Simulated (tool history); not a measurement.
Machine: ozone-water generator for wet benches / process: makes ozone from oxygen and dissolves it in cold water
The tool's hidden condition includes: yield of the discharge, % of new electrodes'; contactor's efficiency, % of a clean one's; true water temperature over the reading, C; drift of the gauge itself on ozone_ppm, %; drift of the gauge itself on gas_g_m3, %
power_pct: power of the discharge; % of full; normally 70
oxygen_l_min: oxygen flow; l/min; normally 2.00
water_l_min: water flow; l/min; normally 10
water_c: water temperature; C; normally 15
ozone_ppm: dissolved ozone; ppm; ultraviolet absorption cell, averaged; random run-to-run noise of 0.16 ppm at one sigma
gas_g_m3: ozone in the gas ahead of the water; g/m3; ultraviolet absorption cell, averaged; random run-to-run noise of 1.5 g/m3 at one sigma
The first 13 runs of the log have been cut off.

run    hour  power_pct  oxygen_l_min  water_l_min  water_c  hours of work since the electrodes were changed  hours of work since the contactor was cleaned  hours of work since the thermometer was calibrated  ozone_ppm  gas_g_m3
 14   769.3         70          2.00           10       13                                             3387                                           2222                                                 543       21.1     278.5
 15   805.7         70          2.00           10       13                                             3422                                           2257                                                 578       20.9     282.0
 16   865.1         45          2.00           10       15                                             3478                                           2314                                                 635       14.8     201.2
 17   928.4         45          2.00           10       15                                             3539                                           2374                                                 696       14.8     203.1
 18  1009.6         45          2.00           10       15                                             3617                                           2452                                                 773       14.6     202.1
     1017.2  -- gauge calibrated
 19  1064.2         70          2.00            8       15                                             3669                                           2504                                                 826       25.1     275.6
 20  1122.8         70          2.00            8       15                                             3725                                           2561                                                 882       25.1     277.4
 21  1165.7         70          2.54           10       14                                             3766                                           2602                                                 923       20.5     233.6
 22  1229.0         70          2.54           10       14                                             3827                                           2662                                                 984       20.7     234.0
 23  1303.9         70          2.00           10        7                                             3899                                           2734                                                1055       22.8     278.4
 24  1383.0         40          1.21            7        7                                             3975                                           2810                                                1131       20.1     256.4
 25  1447.3         48          1.04            8       11                                             4036                                           2871                                                1193       19.7     328.3
 26  1505.7         70          2.00           10       10                                             4092                                           2927                                                1249       21.8     279.2
 27  1545.7         70          2.00           10       10                                             4131                                           2966                                                1287       21.8     278.0
 28  1619.9         70          2.00           10       10                                             4202                                           3037                                                1358       22.0     278.8
 29  1690.5         70          2.00           10       10                                             4269                                           3105                                                1426       22.0     281.0
 30  1761.7         79          2.00           10        8                                             4337                                           3173                                                1494       24.4     309.3
 31  1805.3         70          3.32            8       15                                             4379                                           3214                                                1536       23.1     196.6
 32  1859.0         70          3.32            8       15                                             4431                                           3266                                                1587       23.0     199.2
 33  1921.2         70          3.32            8       15                                             4490                                           3326                                                1647       22.8     199.9

What if the next run were any one of these 3? Each begins from the tool's condition after run 33:
  A  1961.5         41          2.28            8        8                                             4529                                           3364                                                1685          ?         ?
  B  1961.5         70          1.81           10        8                                             4529                                           3364                                                1685          ?         ?
  C  1961.5         96          1.34            8        8                                             4529                                           3364                                                1685          ?         ?

run  ozone_ppm  gas_g_m3
  A       18.1     172.8
  B       22.3     302.2
  C       34.5     472.6
Without the tool's hidden state the same runs would have given:
run  ozone_ppm  gas_g_m3
  A       18.1     168.5
  B       22.3     294.8
  C       34.6     461.2
